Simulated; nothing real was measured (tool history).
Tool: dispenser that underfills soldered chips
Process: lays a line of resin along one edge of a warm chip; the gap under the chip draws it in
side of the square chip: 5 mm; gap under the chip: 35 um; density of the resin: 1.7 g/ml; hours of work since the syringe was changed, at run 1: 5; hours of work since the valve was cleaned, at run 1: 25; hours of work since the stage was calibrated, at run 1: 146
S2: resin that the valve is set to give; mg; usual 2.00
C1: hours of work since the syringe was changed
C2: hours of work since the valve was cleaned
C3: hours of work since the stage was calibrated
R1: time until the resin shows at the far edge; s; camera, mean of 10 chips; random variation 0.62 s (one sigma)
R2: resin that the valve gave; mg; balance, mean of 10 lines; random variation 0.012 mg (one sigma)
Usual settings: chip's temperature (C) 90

run 1 day=0.000 | chip's_temperature_(C)=90 S2=2.00 | C1=5 C2=25 C3=146 | R1=72.3 R2=1.96
-- day=0.358 new syringe of resin
run 2 day=0.467 | chip's_temperature_(C)=90 S2=2.00 | C1=2 C2=32 C3=153 | R1=60.5 R2=1.95
run 3 day=0.671 | chip's_temperature_(C)=90 S2=2.00 | C1=5 C2=35 C3=156 | R1=69.7 R2=1.93
run 4 day=0.900 | chip's_temperature_(C)=90 S2=2.00 | C1=8 C2=38 C3=159 | R1=85.3 R2=1.94
-- day=1.067 new syringe of resin
run 5 day=1.342 | chip's_temperature_(C)=90 S2=2.00 | C1=4 C2=44 C3=165 | R1=69.9 R2=1.93
run 6 day=1.542 | chip's_temperature_(C)=90 S2=2.00 | C1=7 C2=47 C3=168 | R1=82.1 R2=1.91
-- day=1.771 new syringe of resin
run 7 day=1.821 | chip's_temperature_(C)=90 S2=2.00 | C1=1 C2=51 C3=172 | R1=56.9 R2=1.94
-- day=1.929 dispensing valve cleaned and set on the balance
run 8 day=2.233 | chip's_temperature_(C)=90 S2=2.00 | C1=6 C2=4 C3=178 | R1=74.4 R2=2.00
-- day=2.521 new syringe of resin
run 9 day=2.533 | chip's_temperature_(C)=90 S2=2.00 | C1=0 C2=9 C3=182 | R1=55.9 R2=1.99
run 10 day=2.975 | chip's_temperature_(C)=90 S2=2.00 | C1=7 C2=15 C3=188 | R1=79.1 R2=1.96
-- day=3.254 new syringe of resin
run 11 day=3.304 | chip's_temperature_(C)=90 S2=2.00 | C1=1 C2=20 C3=193 | R1=55.9 R2=1.96
run 12 day=3.538 | chip's_temperature_(C)=90 S2=2.00 | C1=4 C2=23 C3=196 | R1=67.7 R2=1.95
run 13 day=3.871 | chip's_temperature_(C)=99 S2=2.51 | C1=9 C2=28 C3=201 | R1=62.5 R2=2.46
-- day=3.975 new syringe of resin
run 14 day=4.346 | chip's_temperature_(C)=87 S2=1.77 | C1=5 C2=35 C3=208 | R1=85.6 R2=1.71
run 15 day=4.579 | chip's_temperature_(C)=91 S2=2.00 | C1=9 C2=38 C3=211 | R1=84.4 R2=1.93
-- day=4.679 new syringe of resin
run 16 day=4.996 | chip's_temperature_(C)=78 S2=1.79 | C1=5 C2=44 C3=217 | R1=116.5 R2=1.71
run 17 day=5.279 | chip's_temperature_(C)=78 S2=1.79 | C1=9 C2=48 C3=221 | R1=145.1 R2=1.72
-- day=5.396 new syringe of resin
-- day=5.638 dispensing valve cleaned and set on the balance
run 18 day=5.638 | chip's_temperature_(C)=76 S2=2.58 | C1=3 C2=0 C3=226 | R1=103.3 R2=2.59
run 19 day=5.833 | chip's_temperature_(C)=76 S2=2.58 | C1=6 C2=3 C3=229 | R1=120.1 R2=2.56
-- day=6.150 new syringe of resin
run 20 day=6.258 | chip's_temperature_(C)=94 S2=2.12 | C1=2 C2=9 C3=235 | R1=51.0 R2=2.11
run 21 day=6.525 | chip's_temperature_(C)=85 S2=2.23 | C1=5 C2=13 C3=239 | R1=85.9 R2=2.19

Some steps in R1 between neighbouring runs. How much of each would the tool show without its hidden state too (settings, what came in, random variation), and how much is left for the hidden state, with any gauge scatter that isn't in both results?
The hidden state here: resin's viscosity, % of fresh resin's; dose that the valve gives, % of what is set; true chip temperature over the reading, C; drift of the gauge itself on fill_s, %; drift of the gauge itself on given_mg, %.
Run 17 -> 18: chip's temperature (C) 78 -> 76, S2 1.79 -> 2.58, new syringe of resin, dispensing valve cleaned and set on the balance. R1 -41.8 s: hidden state -39.8, all else -2.0.
Run 19 -> 20: chip's temperature (C) 76 -> 94, S2 2.58 -> 2.12, new syringe of resin. R1 -69.1 s: hidden state -28.6, all else -40.5.
